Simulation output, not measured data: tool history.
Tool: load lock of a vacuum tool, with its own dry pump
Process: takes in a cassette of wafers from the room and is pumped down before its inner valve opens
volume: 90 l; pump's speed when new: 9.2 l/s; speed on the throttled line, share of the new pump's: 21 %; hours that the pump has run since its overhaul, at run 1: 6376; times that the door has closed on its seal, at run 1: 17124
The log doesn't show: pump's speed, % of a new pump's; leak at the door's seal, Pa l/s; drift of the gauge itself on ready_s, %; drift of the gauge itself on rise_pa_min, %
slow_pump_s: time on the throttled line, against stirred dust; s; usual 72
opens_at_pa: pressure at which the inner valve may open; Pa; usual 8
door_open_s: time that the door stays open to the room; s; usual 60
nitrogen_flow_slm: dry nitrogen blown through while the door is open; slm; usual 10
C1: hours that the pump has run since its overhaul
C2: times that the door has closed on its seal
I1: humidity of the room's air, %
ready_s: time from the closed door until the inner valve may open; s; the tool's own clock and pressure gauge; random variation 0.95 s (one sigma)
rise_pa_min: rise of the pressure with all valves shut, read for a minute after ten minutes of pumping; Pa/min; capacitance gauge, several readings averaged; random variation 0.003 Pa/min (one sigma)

run 1 hour=0.0 | slow_pump_s=72 opens_at_pa=8 door_open_s=60 nitrogen_flow_slm=10 | C1=6376 C2=17124 | I1=43.7 | ready_s=162.2 rise_pa_min=0.255
run 2 hour=179.8 | slow_pump_s=72 opens_at_pa=8 door_open_s=60 nitrogen_flow_slm=19 | C1=6555 C2=17922 | I1=45.3 | ready_s=163.7 rise_pa_min=0.272
run 3 hour=415.3 | slow_pump_s=72 opens_at_pa=8 door_open_s=60 nitrogen_flow_slm=10 | C1=6791 C2=18968 | I1=47.2 | ready_s=160.8 rise_pa_min=0.301
run 4 hour=651.0 | slow_pump_s=72 opens_at_pa=8 door_open_s=60 nitrogen_flow_slm=10 | C1=7027 C2=20014 | I1=40.7 | ready_s=162.1 rise_pa_min=0.321
run 5 hour=866.9 | slow_pump_s=67 opens_at_pa=8 door_open_s=60 nitrogen_flow_slm=10 | C1=7243 C2=20973 | I1=48.7 | ready_s=159.7 rise_pa_min=0.349
run 6 hour=1064.2 | slow_pump_s=67 opens_at_pa=8 door_open_s=60 nitrogen_flow_slm=10 | C1=7440 C2=21848 | I1=48.1 | ready_s=159.9 rise_pa_min=0.379
-- hour=1116.4 door's seal changed, seat wiped
run 7 hour=1220.4 | slow_pump_s=67 opens_at_pa=8 door_open_s=60 nitrogen_flow_slm=10 | C1=7594 C2=462 | I1=46.2 | ready_s=159.8 rise_pa_min=0.021
run 8 hour=1511.2 | slow_pump_s=67 opens_at_pa=8 door_open_s=60 nitrogen_flow_slm=10 | C1=7885 C2=1753 | I1=46.0 | ready_s=160.6 rise_pa_min=0.026
run 9 hour=1751.2 | slow_pump_s=72 opens_at_pa=8 door_open_s=60 nitrogen_flow_slm=10 | C1=8125 C2=2818 | I1=45.7 | ready_s=165.5 rise_pa_min=0.039
run 10 hour=1994.7 | slow_pump_s=72 opens_at_pa=8 door_open_s=60 nitrogen_flow_slm=10 | C1=8369 C2=3899 | I1=45.1 | ready_s=166.6 rise_pa_min=0.046
run 11 hour=2216.5 | slow_pump_s=72 opens_at_pa=8 door_open_s=60 nitrogen_flow_slm=10 | C1=8591 C2=4884 | I1=44.8 | ready_s=165.7 rise_pa_min=0.057
run 12 hour=2394.6 | slow_pump_s=72 opens_at_pa=8 door_open_s=60 nitrogen_flow_slm=10 | C1=8769 C2=5674 | I1=45.5 | ready_s=166.4 rise_pa_min=0.061
run 13 hour=2571.6 | slow_pump_s=72 opens_at_pa=8 door_open_s=60 nitrogen_flow_slm=22 | C1=8946 C2=6460 | I1=45.1 | ready_s=167.5 rise_pa_min=0.064
run 14 hour=2871.9 | slow_pump_s=72 opens_at_pa=8 door_open_s=60 nitrogen_flow_slm=22 | C1=9246 C2=7793 | I1=47.0 | ready_s=165.1 rise_pa_min=0.086
run 15 hour=3178.2 | slow_pump_s=72 opens_at_pa=8 door_open_s=60 nitrogen_flow_slm=22 | C1=9552 C2=9153 | I1=46.1 | ready_s=167.1 rise_pa_min=0.109
run 16 hour=3311.6 | slow_pump_s=72 opens_at_pa=8 door_open_s=60 nitrogen_flow_slm=22 | C1=9686 C2=9745 | I1=45.6 | ready_s=167.6 rise_pa_min=0.111
run 17 hour=3441.9 | slow_pump_s=72 opens_at_pa=8 door_open_s=60 nitrogen_flow_slm=22 | C1=9816 C2=10324 | I1=43.7 | ready_s=168.5 rise_pa_min=0.114
run 18 hour=3732.5 | slow_pump_s=120 opens_at_pa=12 door_open_s=121 nitrogen_flow_slm=10 | C1=10107 C2=11614 | I1=43.4 | ready_s=199.8 rise_pa_min=0.148
run 19 hour=3993.1 | slow_pump_s=64 opens_at_pa=9 door_open_s=27 nitrogen_flow_slm=38 | C1=10367 C2=12770 | I1=44.2 | ready_s=159.4 rise_pa_min=0.157
run 20 hour=4148.0 | slow_pump_s=64 opens_at_pa=9 door_open_s=27 nitrogen_flow_slm=38 | C1=10522 C2=13458 | I1=46.7 | ready_s=163.4 rise_pa_min=0.169
run 21 hour=4367.7 | slow_pump_s=114 opens_at_pa=12 door_open_s=167 nitrogen_flow_slm=6 | C1=10742 C2=14433 | I1=45.7 | ready_s=196.2 rise_pa_min=0.221
run 22 hour=4583.6 | slow_pump_s=114 opens_at_pa=12 door_open_s=167 nitrogen_flow_slm=6 | C1=10958 C2=15392 | I1=45.2 | ready_s=196.5 rise_pa_min=0.242
run 23 hour=4833.4 | slow_pump_s=134 opens_at_pa=8 door_open_s=60 nitrogen_flow_slm=5 | C1=11208 C2=16501 | I1=47.6 | ready_s=214.8 rise_pa_min=0.255
run 24 hour=5093.8 | slow_pump_s=134 opens_at_pa=8 door_open_s=60 nitrogen_flow_slm=5 | C1=11468 C2=17657 | I1=43.8 | ready_s=218.7 rise_pa_min=0.275
run 25 hour=5277.0 | slow_pump_s=134 opens_at_pa=9 door_open_s=159 nitrogen_flow_slm=5 | C1=11651 C2=18470 | I1=46.4 | ready_s=213.5 rise_pa_min=0.302
run 26 hour=5565.9 | slow_pump_s=41 opens_at_pa=10 door_open_s=60 nitrogen_flow_slm=10 | C1=11940 C2=19753 | I1=43.8 | ready_s=147.0 rise_pa_min=0.325
run 27 hour=5712.8 | slow_pump_s=41 opens_at_pa=10 door_open_s=60 nitrogen_flow_slm=10 | C1=12087 C2=20404 | I1=46.3 | ready_s=147.5 rise_pa_min=0.348
run 28 hour=5944.2 | slow_pump_s=72 opens_at_pa=8 door_open_s=56 nitrogen_flow_slm=10 | C1=12318 C2=21432 | I1=44.5 | ready_s=171.9 rise_pa_min=0.371
-- hour=6080.7 door's seal changed, seat wiped
run 29 hour=6086.7 | slow_pump_s=72 opens_at_pa=10 door_open_s=42 nitrogen_flow_slm=10 | C1=12459 C2=27 | I1=43.2 | ready_s=171.0 rise_pa_min=0.010

Forecast run 30:
run 30 hour=6280.7 | slow_pump_s=56 opens_at_pa=8 door_open_s=60 nitrogen_flow_slm=10 | C1=12653 C2=888 | I1=44.1 | ready_s=? rise_pa_min=?

Run 30 gave ready_s 161.2 s, rise_pa_min 0.021 Pa/min.
Without the tool's hidden state the same run would have given ready_s 136.6 s, rise_pa_min 0.017 Pa/min.
